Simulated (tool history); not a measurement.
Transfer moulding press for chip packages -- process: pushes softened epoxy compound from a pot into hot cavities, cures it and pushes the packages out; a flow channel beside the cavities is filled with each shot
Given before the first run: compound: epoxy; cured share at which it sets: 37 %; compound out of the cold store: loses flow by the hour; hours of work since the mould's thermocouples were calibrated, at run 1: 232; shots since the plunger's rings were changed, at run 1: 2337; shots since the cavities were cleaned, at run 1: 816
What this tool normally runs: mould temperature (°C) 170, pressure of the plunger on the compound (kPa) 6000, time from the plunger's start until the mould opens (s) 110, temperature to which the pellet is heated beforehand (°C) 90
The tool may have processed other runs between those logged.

| run | hour | mould temperature (°C) | pressure of the plunger on the compound (kPa) | time from the plunger's start until the mould opens (s) | temperature to which the pellet is heated beforehand (°C) | hours of work since the mould's thermocouples were calibrated | shots since the plunger's rings were changed | shots since the cavities were cleaned | incoming compound's hours out of the cold store | length that the compound runs in the flow channel (mm) | greatest force on the pins that push the packages out (N) |
|---|---|---|---|---|---|---|---|---|---|---|---|
| 1 | 0 | 170 | 6000 | 110 | 90 | 232 | 2337 | 816 | 40 | 451 | 352 |
| 2 | 9.3 | 170 | 6000 | 110 | 89 | 237 | 2428 | 907 | 27.8 | 488 | 356 |
|  | 14.6 | cavities cleaned with cleaning compound and waxed |
| 3 | 22.2 | 170 | 6000 | 110 | 89 | 244 | 2539 | 74 | 10.9 | 545 | 197 |
| 4 | 31.7 | 163 | 6000 | 110 | 89 | 250 | 2633 | 168 | 35.8 | 486 | 300 |
| 5 | 39.6 | 163 | 6000 | 110 | 89 | 255 | 2711 | 246 | 16.6 | 541 | 342 |
| 6 | 49.4 | 166 | 6000 | 110 | 90 | 261 | 2807 | 342 | 44.5 | 463 | 301 |
| 7 | 56.9 | 166 | 6000 | 110 | 90 | 266 | 2881 | 416 | 29.1 | 503 | 321 |
| 8 | 62.9 | 170 | 6000 | 118 | 90 | 270 | 2939 | 474 | 40.8 | 459 | 267 |
| 9 | 74.5 | 170 | 6000 | 118 | 97 | 277 | 3054 | 589 | 9.5 | 540 | 306 |
| 10 | 81.7 | 170 | 7030 | 118 | 97 | 282 | 3124 | 659 | 17.8 | 557 | 309 |
| 11 | 91.1 | 170 | 5040 | 110 | 90 | 287 | 3216 | 751 | 11.2 | 488 | 336 |
| 12 | 101.1 | 170 | 6000 | 110 | 99 | 294 | 3314 | 849 | 36.4 | 461 | 341 |
| 13 | 108.8 | 170 | 6000 | 110 | 99 | 298 | 3389 | 924 | 12.2 | 529 | 355 |
|  | 111.9 | cavities cleaned with cleaning compound and waxed |
| 14 | 119.6 | 170 | 6000 | 110 | 85 | 304 | 3481 | 75 | 19.7 | 501 | 211 |
| 15 | 131.2 | 170 | 6000 | 110 | 85 | 311 | 3595 | 189 | 16.2 | 510 | 245 |
| 16 | 140.7 | 170 | 6000 | 110 | 85 | 317 | 3688 | 282 | 37.2 | 468 | 253 |
| 17 | 150.1 | 170 | 7310 | 110 | 85 | 323 | 3780 | 374 | 39.6 | 502 | 288 |
| 18 | 159.4 | 172 | 6130 | 129 | 85 | 329 | 3872 | 466 | 34.9 | 465 | 283 |
| 19 | 168.6 | 175 | 6000 | 110 | 87 | 335 | 3962 | 556 | 8.7 | 522 | 284 |
| 20 | 176.6 | 175 | 6000 | 110 | 87 | 340 | 4041 | 635 | 34.7 | 453 | 296 |
| 21 | 185.2 | 175 | 6540 | 142 | 87 | 345 | 4125 | 719 | 17.8 | 514 | 308 |
| 22 | 193.5 | 165 | 6000 | 110 | 90 | 350 | 4206 | 800 | 18.5 | 531 | 423 |
| 23 | 203.9 | 165 | 6470 | 131 | 90 | 357 | 4309 | 903 | 9.8 | 567 | 351 |
|  | 209.8 | cavities cleaned with cleaning compound and waxed |
| 24 | 211.9 | 165 | 6470 | 131 | 91 | 361 | 4372 | 21 | 28.2 | 503 | 198 |
| 25 | 220.6 | 170 | 7190 | 109 | 88 | 366 | 4458 | 107 | 32.4 | 514 | 210 |
| 26 | 231.4 | 170 | 5950 | 109 | 89 | 373 | 4564 | 213 | 26.5 | 477 | 238 |
| 27 | 240.6 | 170 | 5950 | 109 | 89 | 379 | 4654 | 303 | 45.1 | 427 | 262 |
| 28 | 249.5 | 170 | 5950 | 109 | 89 | 384 | 4741 | 390 | 9 | 530 | 283 |

3 ways to go on from here, each from the tool as it stands after run 28. What would each give?
| A | 259.6 | 166 | 6000 | 99 | 90 | 390 | 4840 | 489 | 36.6 | ? | ? |
| B | 259.6 | 167 | 6000 | 116 | 94 | 390 | 4840 | 489 | 39 | ? | ? |
| C | 259.6 | 170 | 6000 | 110 | 95 | 390 | 4840 | 489 | 15.4 | ? | ? |

| run | length that the compound runs in the flow channel (mm) | greatest force on the pins that push the packages out (N) |
|---|---|---|
| A | 462 | 381 |
| B | 455 | 301 |
| C | 513 | 311 |
Take away the tool's hidden state, keep each run's random variation, and the runs would have read:
| run | length that the compound runs in the flow channel (mm) | greatest force on the pins that push the packages out (N) |
|---|---|---|
| A | 489 | 220 |
| B | 482 | 179 |
| C | 543 | 189 |
